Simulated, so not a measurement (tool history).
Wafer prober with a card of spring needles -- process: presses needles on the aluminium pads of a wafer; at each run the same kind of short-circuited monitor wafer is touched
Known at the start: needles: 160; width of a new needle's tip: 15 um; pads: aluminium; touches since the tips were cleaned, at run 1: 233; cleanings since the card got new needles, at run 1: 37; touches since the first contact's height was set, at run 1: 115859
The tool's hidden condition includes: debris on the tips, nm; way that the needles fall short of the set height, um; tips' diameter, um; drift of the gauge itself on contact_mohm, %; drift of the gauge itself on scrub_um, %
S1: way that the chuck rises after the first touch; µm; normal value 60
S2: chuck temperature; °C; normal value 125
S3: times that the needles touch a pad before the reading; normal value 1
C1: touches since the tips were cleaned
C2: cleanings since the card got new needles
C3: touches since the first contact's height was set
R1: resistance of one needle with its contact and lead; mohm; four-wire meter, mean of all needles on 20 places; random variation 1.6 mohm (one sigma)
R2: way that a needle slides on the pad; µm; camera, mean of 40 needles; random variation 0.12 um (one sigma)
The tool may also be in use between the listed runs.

Run 1, hour 0: usual settings; C1 233; C2 37; C3 115859. Result: R1 169 mohm, R2 14.32 µm.
At hour 12.5: tips cleaned on abrasive film.
Run 2, hour 14.4: usual settings; C1 387; C2 38; C3 118876. Result: R1 243 mohm, R2 13.66 µm.
At hour 25.9: tips cleaned on abrasive film.
Run 3, hour 25.9: usual settings; C1 0; C2 39; C3 121286. Result: R1 166 mohm, R2 13.51 µm.
At hour 39.2: tips cleaned on abrasive film.
Run 4, hour 42.5: usual settings; C1 698; C2 40; C3 124774. Result: R1 181 mohm, R2 13.68 µm.
At hour 52.4: tips cleaned on abrasive film.
Run 5, hour 52.4: usual settings but S1 45 µm; C1 0; C2 41; C3 126853. Result: R1 171 mohm, R2 10.02 µm.
At hour 65.1: tips cleaned on abrasive film, once more.
Run 6, hour 66.7: usual settings but S1 45 µm; C1 339; C2 42; C3 129845. Result: R1 186 mohm, R2 9.9 µm.
At hour 78.5: tips cleaned on abrasive film.
Run 7, hour 80.2: usual settings but S2 66 °C; C1 363; C2 43; C3 132675. Result: R1 166 mohm, R2 13.46 µm.
Run 8, hour 88.1: usual settings but S2 66 °C; C1 2044; C2 43; C3 134356. Result: R1 204 mohm, R2 13.58 µm.
At hour 92.3: tips cleaned on abrasive film.
Run 9, hour 99.6: usual settings but S2 66 °C; C1 1540; C2 44; C3 136745. Result: R1 199 mohm, R2 13.76 µm.
At hour 105.4: tips cleaned on abrasive film.
Run 10, hour 108.6: usual settings but S1 47 µm; C1 694; C2 45; C3 138644. Result: R1 198 mohm, R2 10.33 µm.
At hour 118.5: tips cleaned on abrasive film.
At hour 123.1: height of the first contact set anew.
Run 11, hour 123.1: usual settings but S1 47 µm; C1 896; C2 46; C3 0. Result: R1 194 mohm, R2 11.72 µm.
Run 12, hour 130.5: usual settings; C1 2480; C2 46; C3 1584. Result: R1 205 mohm, R2 15.05 µm.
At hour 133: tips cleaned on abrasive film.
Run 13, hour 137.6: usual settings but S1 62 µm; C1 978; C2 47; C3 3058. Result: R1 181 mohm, R2 15.49 µm.
At hour 146.1: tips cleaned on abrasive film.
Run 14, hour 146.1: usual settings but S3 2; C1 0; C2 48; C3 4832. Result: R1 163 mohm, R2 14.94 µm.
Run 15, hour 156.8: usual settings but S3 2; C1 2264; C2 48; C3 7096. Result: R1 186 mohm, R2 14.79 µm.
At hour 159.4: tips cleaned on abrasive film.
Run 16, hour 163.8: usual settings but S1 75 µm, S3 2; C1 915; C2 49; C3 8539. Result: R1 164 mohm, R2 18.42 µm.
At hour 172.6: tips cleaned on abrasive film.
Run 17, hour 179.4: usual settings but S3 3; C1 1436; C2 50; C3 11827. Result: R1 167 mohm, R2 14.83 µm.
At hour 186.6: tips cleaned on abrasive film.
Run 18, hour 196.3: usual settings but S1 43 µm, S3 2; C1 2052; C2 51; C3 15367. Result: R1 206 mohm, R2 10.57 µm.
At hour 199.9: tips cleaned on abrasive film.
Run 19, hour 211.1: usual settings but S1 43 µm, S3 2; C1 2378; C2 52; C3 18481. Result: R1 210 mohm, R2 10.44 µm.
At hour 213.9: tips cleaned on abrasive film.
Run 20, hour 225.2: usual settings but S1 43 µm, S3 2; C1 2384; C2 53; C3 21427. Result: R1 211 mohm, R2 10.62 µm.
At hour 227: tips cleaned on abrasive film.
Run 21, hour 236.8: usual settings but S1 41 µm, S2 103 °C; C1 2089; C2 54; C3 23871. Result: R1 249 mohm, R2 10.18 µm.
At hour 240.5: tips cleaned on abrasive film.
Run 22, hour 246.5: usual settings but S1 48 µm, S2 48 °C, S3 3; C1 1286; C2 55; C3 25901. Result: R1 168 mohm, R2 11.84 µm.
At hour 253.9: tips cleaned on abrasive film.
Run 23, hour 256.5: usual settings but S1 71 µm, S2 34 °C; C1 536; C2 56; C3 27979. Result: R1 153 mohm, R2 17.13 µm.
At hour 267.5: tips cleaned on abrasive film.
Run 24, hour 270.3: usual settings but S1 71 µm, S2 34 °C; C1 596; C2 57; C3 30885. Result: R1 156 mohm, R2 17.42 µm.
Run 25, hour 279.1: usual settings but S1 71 µm, S2 34 °C; C1 2445; C2 57; C3 32734. Result: R1 181 mohm, R2 17.4 µm.
At hour 280.5: tips cleaned on abrasive film.
Run 26, hour 292.9: usual settings but S1 74 µm, S2 29 °C, S3 2; C1 2626; C2 58; C3 35641. Result: R1 167 mohm, R2 18.27 µm.
At hour 294.4: tips cleaned on abrasive film.
Run 27, hour 305.7: usual settings but S1 75 µm, S2 97 °C, S3 2; C1 2394; C2 59; C3 38322. Result: R1 172 mohm, R2 18.3 µm.
At hour 308.8: tips cleaned on abrasive film.
Run 28, hour 318.9: usual settings but S1 42 µm, S2 106 °C, S3 2; C1 2146; C2 60; C3 41089. Result: R1 214 mohm, R2 10.06 µm.
At hour 321.8: tips cleaned on abrasive film.
Run 29, hour 329.7: usual settings but S1 42 µm, S2 106 °C, S3 2; C1 1654; C2 61; C3 43332. Result: R1 205 mohm, R2 9.94 µm.
At hour 334.8: tips cleaned on abrasive film.
Run 30, hour 337.4: usual settings but S1 65 µm, S2 32 °C, S3 2; C1 549; C2 62; C3 44951. Result: R1 154 mohm, R2 15.72 µm.
Run 31, hour 345.6: usual settings but S1 46 µm, S2 32 °C, S3 2; C1 2272; C2 62; C3 46674. Result: R1 193 mohm, R2 11.17 µm.
At hour 348.4: tips cleaned on abrasive film.
Run 32, hour 353.8: usual settings but S1 44 µm; C1 1150; C2 63; C3 48396. Result: R1 219 mohm, R2 10.59 µm.
At hour 361.8: tips cleaned on abrasive film.
Run 33, hour 363.1: usual settings but S1 58 µm, S2 27 °C; C1 273; C2 64; C3 50335. Result: R1 159 mohm, R2 14 µm.

Each row is a separate what-if for the run after 33, all from the same tool condition, not one after another. Results?
At hour 375.2: tips cleaned on abrasive film.
Run A, hour 377.1: usual settings but S1 58 µm, S2 27 °C, S3 2; C1 389; C2 65; C3 53264. Result: R1 ?, R2 ?.
At hour 375.2: tips cleaned on abrasive film.
Run B, hour 377.1: usual settings but S1 41 µm, S2 27 °C; C1 389; C2 65; C3 53264. Result: R1 ?, R2 ?.
At hour 375.2: tips cleaned on abrasive film.
Run C, hour 377.1: usual settings but S1 46 µm; C1 389; C2 65; C3 53264. Result: R1 ?, R2 ?.
At hour 375.2: tips cleaned on abrasive film.
Run D, hour 377.1: usual settings but S1 45 µm, S2 78 °C, S3 2; C1 389; C2 65; C3 53264. Result: R1 ?, R2 ?.

run   R1     R2
  A  152  14.04
  B  186   9.86
  C  188  11.07
  D  167  10.73
Had the tool no hidden state, the same runs would have come out as:
run   R1     R2
  A  139  14.47
  B  146  10.29
  C  160   11.5
  D  148  11.16

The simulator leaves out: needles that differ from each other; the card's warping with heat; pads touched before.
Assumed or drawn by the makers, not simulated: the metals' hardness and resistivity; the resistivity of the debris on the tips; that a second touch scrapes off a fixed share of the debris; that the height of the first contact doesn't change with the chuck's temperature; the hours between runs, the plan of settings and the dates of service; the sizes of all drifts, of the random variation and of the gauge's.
